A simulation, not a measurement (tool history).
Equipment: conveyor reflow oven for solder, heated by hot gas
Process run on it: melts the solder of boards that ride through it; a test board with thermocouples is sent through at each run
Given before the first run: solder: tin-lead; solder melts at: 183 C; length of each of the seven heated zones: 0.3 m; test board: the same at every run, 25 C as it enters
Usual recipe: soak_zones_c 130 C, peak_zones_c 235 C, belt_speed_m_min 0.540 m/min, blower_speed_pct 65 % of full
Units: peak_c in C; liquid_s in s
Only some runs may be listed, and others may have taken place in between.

| run | hour | soak_zones_c | peak_zones_c | belt_speed_m_min | blower_speed_pct | peak_c | liquid_s |
|---|---|---|---|---|---|---|---|
| 1 | 0.0 | 130 | 235 | 0.540 | 65 | 210.3 | 41.4 |
| 2 | 49.1 | 130 | 235 | 0.540 | 76 | 213.4 | 43.5 |
| 3 | 75.9 | 130 | 235 | 0.540 | 76 | 212.9 | 43.6 |
| 4 | 103.5 | 130 | 235 | 0.540 | 76 | 212.6 | 43.0 |
| 5 | 149.4 | 130 | 235 | 0.528 | 65 | 210.4 | 42.7 |
| 6 | 181.7 | 130 | 242 | 0.528 | 65 | 217.2 | 48.1 |
|  | 190.7 | flux residue cleaned out of gas plates and filters |
| 7 | 241.0 | 130 | 235 | 0.540 | 65 | 209.9 | 41.0 |
| 8 | 290.4 | 130 | 235 | 0.540 | 60 | 208.5 | 39.5 |
| 9 | 322.3 | 130 | 235 | 0.540 | 60 | 209.2 | 39.1 |
| 10 | 375.2 | 130 | 235 | 0.540 | 60 | 208.0 | 39.8 |
| 11 | 430.0 | 121 | 235 | 0.540 | 65 | 207.0 | 36.2 |
| 12 | 458.2 | 129 | 235 | 0.497 | 65 | 212.2 | 47.1 |
| 13 | 498.0 | 129 | 235 | 0.497 | 65 | 212.3 | 45.9 |
|  | 541.2 | flux residue cleaned out of gas plates and filters, once more |
| 14 | 554.6 | 129 | 235 | 0.497 | 65 | 213.7 | 49.0 |
| 15 | 592.8 | 129 | 235 | 0.497 | 65 | 213.8 | 48.8 |
| 16 | 625.6 | 129 | 235 | 0.497 | 65 | 215.0 | 48.7 |
| 17 | 673.6 | 130 | 247 | 0.480 | 60 | 225.1 | 58.5 |
| 18 | 728.1 | 130 | 247 | 0.623 | 60 | 213.1 | 36.4 |
| 19 | 752.6 | 130 | 247 | 0.623 | 60 | 213.1 | 36.5 |

Selected run-to-run steps in peak_c, each split into two signed amounts: the part the tool would show with no hidden state at all (from settings, incoming material and random variation), and the remainder, which goes to the hidden state together with any gauge scatter not common to the measured and the hidden-state-free results:
The tool's hidden condition here consists of: heat that the gas passes to the board, % of a clean oven's; belt's true speed, % of the reading; true gas temperature in zones 6 and 7 over the reading, C; drift of the gauge itself on peak_c, C; drift of the gauge itself on liquid_s, %.
Run 13 -> 14: flux residue cleaned out of gas plates and filters, once more. peak_c +1.4 C: hidden state +2.4, all else -1.0.
Run 17 -> 18: belt_speed_m_min 0.480 -> 0.623. peak_c -12.0 C: hidden state -0.2, all else -11.8.
